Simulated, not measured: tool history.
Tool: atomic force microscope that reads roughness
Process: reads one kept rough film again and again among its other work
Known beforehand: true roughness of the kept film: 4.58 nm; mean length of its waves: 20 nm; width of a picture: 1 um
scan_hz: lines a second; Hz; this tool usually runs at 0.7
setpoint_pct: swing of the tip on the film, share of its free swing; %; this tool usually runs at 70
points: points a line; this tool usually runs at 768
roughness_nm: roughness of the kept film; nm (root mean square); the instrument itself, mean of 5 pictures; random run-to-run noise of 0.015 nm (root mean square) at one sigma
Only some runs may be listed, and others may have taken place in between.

run,hour,scan_hz,setpoint_pct,points,roughness_nm
1,0,0.7,70,768,3.671
2,57.9,0.7,70,768,3.645
# hour 88.2: new tip fitted
3,114.5,0.7,70,768,3.677
4,157.2,0.7,70,737,3.654
# hour 203.1: new tip fitted
5,203.6,1.212,70,768,3.667
6,245.7,1.212,70,768,3.626
7,284.1,0.7,70,768,3.649
# hour 321.4: new tip fitted
8,338.8,0.7,70,768,3.685
9,397.6,0.7,70,768,3.699
10,428,0.7,70,768,3.678
# hour 436.5: new tip fitted
11,461.3,0.7,70,768,3.685
12,494.3,0.7,70,768,3.693
13,526.2,0.7,70,768,3.665
# hour 553.4: new tip fitted
14,570.2,0.7,70,768,3.662
15,607.2,0.7,70,768,3.653
16,647.4,0.7,81,768,3.615
# hour 668.8: new tip fitted
17,701,0.7,81,768,3.65
18,755,0.7,81,768,3.619
# hour 787.3: new tip fitted
19,812.1,1.294,81,768,3.576
20,858,1.294,81,980,3.581
# hour 902: new tip fitted
21,914.9,1.294,81,980,3.61
22,959.1,1.294,81,980,3.553
23,1003.1,1.294,81,980,3.578
# hour 1017.7: new tip fitted
24,1050.9,1.294,81,980,3.6
25,1087.6,1.294,81,980,3.585
# hour 1135.3: new tip fitted
26,1141,1.294,81,980,3.58
27,1200.8,1.294,81,980,3.57
# hour 1248.5: new tip fitted
28,1249.4,1.198,86,301,3.477
29,1298.2,1.198,86,301,3.461
30,1340,1.544,86,301,3.421
# hour 1362.6: new tip fitted
31,1381.5,0.7,74,341,3.573
32,1426.8,1.753,74,341,3.515
33,1474.9,0.608,70,768,3.669
# hour 1480.6: new tip fitted
34,1520.3,1.409,63,313,3.592
35,1563.3,0.7,70,414,3.637
# hour 1594.9: new tip fitted
36,1607.8,0.689,70,990,3.668
37,1649.5,0.7,70,473,3.625
38,1692,0.8,69,473,3.634
# hour 1708.2: new tip fitted
39,1742.6,0.787,67,532,3.654
40,1786.5,0.787,67,532,3.644
# hour 1823.2: new tip fitted
41,1836.6,1.643,66,563,3.628
42,1876.8,3.086,74,768,3.473
43,1909.3,2.172,82,486,3.459
# hour 1914.1: height scale calibrated on a step standard
# hour 1938.9: new tip fitted
44,1969.8,3.304,55,486,3.621

Run 45 is up next; what results do you expect?
45,2016.9,1.074,58,486,?

Run 45 measured roughness_nm 3.643 nm (root mean square).
Had the tool carried no hidden state, the very same run would have given roughness_nm 3.651 nm (root mean square).

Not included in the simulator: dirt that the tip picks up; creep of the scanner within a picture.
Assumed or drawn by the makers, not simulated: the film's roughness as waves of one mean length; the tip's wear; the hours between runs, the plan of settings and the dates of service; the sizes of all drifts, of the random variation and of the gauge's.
